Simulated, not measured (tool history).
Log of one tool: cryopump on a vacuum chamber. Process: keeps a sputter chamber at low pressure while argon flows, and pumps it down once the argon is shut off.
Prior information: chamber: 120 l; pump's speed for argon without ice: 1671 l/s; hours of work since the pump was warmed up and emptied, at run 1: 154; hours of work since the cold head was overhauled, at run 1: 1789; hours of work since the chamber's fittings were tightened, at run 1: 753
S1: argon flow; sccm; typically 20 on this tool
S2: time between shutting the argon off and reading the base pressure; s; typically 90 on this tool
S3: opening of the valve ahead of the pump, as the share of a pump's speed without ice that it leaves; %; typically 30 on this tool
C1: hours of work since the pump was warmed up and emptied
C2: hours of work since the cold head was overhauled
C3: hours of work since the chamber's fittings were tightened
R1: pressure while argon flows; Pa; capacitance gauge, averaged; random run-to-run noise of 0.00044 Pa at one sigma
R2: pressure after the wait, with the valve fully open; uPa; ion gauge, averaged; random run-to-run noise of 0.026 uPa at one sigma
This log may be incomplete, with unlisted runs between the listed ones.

{"run": 1, "hour": 0.0, "S1": 20, "S2": 90, "S3": 30, "C1": 154, "C2": 1789, "C3": 753, "R1": 0.0693, "R2": 1.4}
{"run": 2, "hour": 97.7, "S1": 20, "S2": 90, "S3": 30, "C1": 221, "C2": 1857, "C3": 820, "R1": 0.07, "R2": 1.42}
{"run": 3, "hour": 206.5, "S1": 20, "S2": 90, "S3": 30, "C1": 296, "C2": 1932, "C3": 895, "R1": 0.0716, "R2": 1.41}
{"hour": 288.7, "done": "pump warmed up, emptied and cooled again"}
{"run": 4, "hour": 301.4, "S1": 20, "S2": 90, "S3": 30, "C1": 9, "C2": 1994, "C3": 957, "R1": 0.0679, "R2": 1.34}
{"run": 5, "hour": 403.8, "S1": 20, "S2": 90, "S3": 30, "C1": 79, "C2": 2064, "C3": 1028, "R1": 0.0692, "R2": 1.44}
{"run": 6, "hour": 494.8, "S1": 20, "S2": 90, "S3": 30, "C1": 142, "C2": 2127, "C3": 1091, "R1": 0.0686, "R2": 1.41}
{"run": 7, "hour": 564.4, "S1": 12, "S2": 90, "S3": 30, "C1": 190, "C2": 2175, "C3": 1139, "R1": 0.0422, "R2": 1.49}
{"run": 8, "hour": 643.5, "S1": 12, "S2": 121, "S3": 30, "C1": 245, "C2": 2229, "C3": 1193, "R1": 0.0427, "R2": 1.25}
{"run": 9, "hour": 755.6, "S1": 12, "S2": 121, "S3": 30, "C1": 322, "C2": 2307, "C3": 1271, "R1": 0.0436, "R2": 1.3}
{"hour": 809.2, "done": "pump warmed up, emptied and cooled again"}
{"run": 10, "hour": 877.6, "S1": 20, "S2": 50, "S3": 30, "C1": 47, "C2": 2387, "C3": 1351, "R1": 0.0679, "R2": 2.28}
{"run": 11, "hour": 957.8, "S1": 20, "S2": 160, "S3": 30, "C1": 102, "C2": 2443, "C3": 1407, "R1": 0.0685, "R2": 1.14}
{"run": 12, "hour": 1043.8, "S1": 20, "S2": 211, "S3": 30, "C1": 162, "C2": 2502, "C3": 1466, "R1": 0.0689, "R2": 1.01}
{"run": 13, "hour": 1151.9, "S1": 20, "S2": 211, "S3": 30, "C1": 236, "C2": 2576, "C3": 1540, "R1": 0.072, "R2": 1.05}
{"run": 14, "hour": 1265.8, "S1": 9, "S2": 112, "S3": 32, "C1": 315, "C2": 2655, "C3": 1619, "R1": 0.0306, "R2": 1.47}
{"hour": 1324.3, "done": "pump warmed up, emptied and cooled again"}
{"run": 15, "hour": 1390.9, "S1": 25, "S2": 99, "S3": 49, "C1": 46, "C2": 2738, "C3": 1702, "R1": 0.0534, "R2": 1.5}
{"run": 16, "hour": 1456.4, "S1": 25, "S2": 99, "S3": 49, "C1": 91, "C2": 2783, "C3": 1747, "R1": 0.0535, "R2": 1.53}
{"run": 17, "hour": 1551.6, "S1": 10, "S2": 38, "S3": 30, "C1": 157, "C2": 2849, "C3": 1812, "R1": 0.0347, "R2": 2.93}
{"run": 18, "hour": 1609.0, "S1": 10, "S2": 38, "S3": 30, "C1": 196, "C2": 2888, "C3": 1852, "R1": 0.0356, "R2": 3.1}
{"run": 19, "hour": 1728.8, "S1": 28, "S2": 173, "S3": 59, "C1": 279, "C2": 2971, "C3": 1935, "R1": 0.0537, "R2": 1.28}
{"run": 20, "hour": 1803.1, "S1": 9, "S2": 86, "S3": 59, "C1": 330, "C2": 3022, "C3": 1986, "R1": 0.017, "R2": 1.83}
{"hour": 1840.4, "done": "pump warmed up, emptied and cooled again"}
{"run": 21, "hour": 1928.7, "S1": 22, "S2": 103, "S3": 49, "C1": 61, "C2": 3105, "C3": 2069, "R1": 0.0467, "R2": 1.56}
{"run": 22, "hour": 2028.4, "S1": 20, "S2": 198, "S3": 37, "C1": 130, "C2": 3174, "C3": 2138, "R1": 0.0569, "R2": 1.2}
{"run": 23, "hour": 2113.5, "S1": 20, "S2": 198, "S3": 37, "C1": 188, "C2": 3233, "C3": 2196, "R1": 0.0575, "R2": 1.25}
{"run": 24, "hour": 2187.6, "S1": 16, "S2": 21, "S3": 23, "C1": 239, "C2": 3284, "C3": 2247, "R1": 0.0733, "R2": 4.87}

4 ways to go on from here, each from the tool as it stands after run 24. What would each give?
{"run": "A", "hour": 2271.0, "S1": 16, "S2": 57, "S3": 23, "C1": 297, "C2": 3341, "C3": 2305, "R1": "?", "R2": "?"}
{"run": "B", "hour": 2271.0, "S1": 16, "S2": 59, "S3": 23, "C1": 297, "C2": 3341, "C3": 2305, "R1": "?", "R2": "?"}
{"run": "C", "hour": 2271.0, "S1": 20, "S2": 90, "S3": 15, "C1": 297, "C2": 3341, "C3": 2305, "R1": "?", "R2": "?"}
{"run": "D", "hour": 2271.0, "S1": 16, "S2": 96, "S3": 56, "C1": 297, "C2": 3341, "C3": 2305, "R1": "?", "R2": "?"}

run=A R1=0.0733 R2=2.44
run=B R1=0.0731 R2=2.32
run=C R1=0.1389 R2=1.9
run=D R1=0.0324 R2=1.77
Stripped of hidden state, with their random variation kept, the same runs would have yielded:
run=A R1=0.0697 R2=1.7
run=B R1=0.0695 R2=1.6
run=C R1=0.1344 R2=1.16
run=D R1=0.0288 R2=1.05
